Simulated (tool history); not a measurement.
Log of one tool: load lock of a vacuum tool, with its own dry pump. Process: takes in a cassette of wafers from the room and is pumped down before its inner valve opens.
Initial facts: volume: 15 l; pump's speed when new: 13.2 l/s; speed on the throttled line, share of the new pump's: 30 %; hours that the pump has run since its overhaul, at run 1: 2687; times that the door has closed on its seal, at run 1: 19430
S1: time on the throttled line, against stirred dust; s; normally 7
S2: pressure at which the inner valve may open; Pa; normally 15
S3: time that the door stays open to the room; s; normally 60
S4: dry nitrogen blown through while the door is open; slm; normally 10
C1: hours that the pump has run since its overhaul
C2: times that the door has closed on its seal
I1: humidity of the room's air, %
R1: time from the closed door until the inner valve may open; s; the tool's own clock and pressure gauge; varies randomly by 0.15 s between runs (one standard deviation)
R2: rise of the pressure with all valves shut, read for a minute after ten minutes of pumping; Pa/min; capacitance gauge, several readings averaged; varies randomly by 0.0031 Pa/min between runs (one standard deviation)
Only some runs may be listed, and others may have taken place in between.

{"run": 1, "hour": 0.0, "S1": 7, "S2": 15, "S3": 60, "S4": 10, "C1": 2687, "C2": 19430, "I1": 46.5, "R1": 15.3, "R2": 0.084}
{"run": 2, "hour": 201.3, "S1": 7, "S2": 15, "S3": 60, "S4": 10, "C1": 2888, "C2": 20268, "I1": 46.1, "R1": 14.9, "R2": 0.083}
{"run": 3, "hour": 299.8, "S1": 7, "S2": 15, "S3": 60, "S4": 10, "C1": 2986, "C2": 20678, "I1": 40.8, "R1": 15.2, "R2": 0.077}
{"run": 4, "hour": 461.4, "S1": 7, "S2": 15, "S3": 60, "S4": 10, "C1": 3148, "C2": 21351, "I1": 44.1, "R1": 14.9, "R2": 0.082}
{"run": 5, "hour": 554.5, "S1": 7, "S2": 15, "S3": 60, "S4": 10, "C1": 3241, "C2": 21739, "I1": 45.1, "R1": 15.0, "R2": 0.082}
{"run": 6, "hour": 710.2, "S1": 7, "S2": 15, "S3": 60, "S4": 10, "C1": 3397, "C2": 22387, "I1": 47.0, "R1": 15.0, "R2": 0.088}
{"run": 7, "hour": 841.0, "S1": 7, "S2": 15, "S3": 60, "S4": 10, "C1": 3528, "C2": 22932, "I1": 43.6, "R1": 15.2, "R2": 0.08}
{"run": 8, "hour": 934.7, "S1": 7, "S2": 15, "S3": 60, "S4": 10, "C1": 3621, "C2": 23322, "I1": 45.0, "R1": 15.0, "R2": 0.086}
{"run": 9, "hour": 1026.8, "S1": 7, "S2": 15, "S3": 60, "S4": 10, "C1": 3713, "C2": 23705, "I1": 48.5, "R1": 14.9, "R2": 0.086}
{"run": 10, "hour": 1192.0, "S1": 7, "S2": 11, "S3": 60, "S4": 10, "C1": 3879, "C2": 24393, "I1": 47.5, "R1": 15.1, "R2": 0.087}
{"run": 11, "hour": 1365.6, "S1": 7, "S2": 11, "S3": 60, "S4": 10, "C1": 4052, "C2": 25116, "I1": 41.7, "R1": 15.3, "R2": 0.08}
{"run": 12, "hour": 1518.9, "S1": 4, "S2": 19, "S3": 49, "S4": 41, "C1": 4205, "C2": 25754, "I1": 44.5, "R1": 12.5, "R2": 0.042}
{"run": 13, "hour": 1640.8, "S1": 4, "S2": 19, "S3": 49, "S4": 41, "C1": 4327, "C2": 26262, "I1": 45.5, "R1": 12.6, "R2": 0.04}
{"run": 14, "hour": 1845.7, "S1": 4, "S2": 19, "S3": 49, "S4": 41, "C1": 4532, "C2": 27115, "I1": 47.2, "R1": 12.7, "R2": 0.046}
{"run": 15, "hour": 1972.8, "S1": 4, "S2": 19, "S3": 49, "S4": 41, "C1": 4659, "C2": 27644, "I1": 44.8, "R1": 12.6, "R2": 0.044}
{"run": 16, "hour": 2101.4, "S1": 6, "S2": 15, "S3": 70, "S4": 10, "C1": 4788, "C2": 28180, "I1": 44.5, "R1": 14.3, "R2": 0.084}
{"run": 17, "hour": 2249.3, "S1": 6, "S2": 15, "S3": 70, "S4": 10, "C1": 4936, "C2": 28796, "I1": 50.7, "R1": 14.3, "R2": 0.097}
{"run": 18, "hour": 2392.1, "S1": 6, "S2": 15, "S3": 70, "S4": 10, "C1": 5079, "C2": 29390, "I1": 45.5, "R1": 14.3, "R2": 0.091}
{"run": 19, "hour": 2545.9, "S1": 6, "S2": 15, "S3": 70, "S4": 10, "C1": 5232, "C2": 30031, "I1": 46.6, "R1": 14.2, "R2": 0.091}
{"run": 20, "hour": 2710.2, "S1": 8, "S2": 26, "S3": 32, "S4": 10, "C1": 5397, "C2": 30715, "I1": 45.8, "R1": 15.1, "R2": 0.075}

Branching from run 20: 4 alternative next runs. What would each branch give?
{"run": "A", "hour": 2845.8, "S1": 5, "S2": 26, "S3": 32, "S4": 10, "C1": 5532, "C2": 31279, "I1": 44.6, "R1": "?", "R2": "?"}
{"run": "B", "hour": 2845.8, "S1": 10, "S2": 26, "S3": 68, "S4": 10, "C1": 5532, "C2": 31279, "I1": 48.4, "R1": "?", "R2": "?"}
{"run": "C", "hour": 2845.8, "S1": 8, "S2": 17, "S3": 30, "S4": 10, "C1": 5532, "C2": 31279, "I1": 47.6, "R1": "?", "R2": "?"}
{"run": "D", "hour": 2845.8, "S1": 8, "S2": 14, "S3": 32, "S4": 10, "C1": 5532, "C2": 31279, "I1": 49.6, "R1": "?", "R2": "?"}

run=A R1=12.9 R2=0.076
run=B R1=16.5 R2=0.087
run=C R1=15.5 R2=0.071
run=D R1=15.7 R2=0.081
With no hidden state in the tool, these same runs would have given:
run=A R1=12.9 R2=0.076
run=B R1=16.5 R2=0.087
run=C R1=15.5 R2=0.071
run=D R1=15.7 R2=0.080
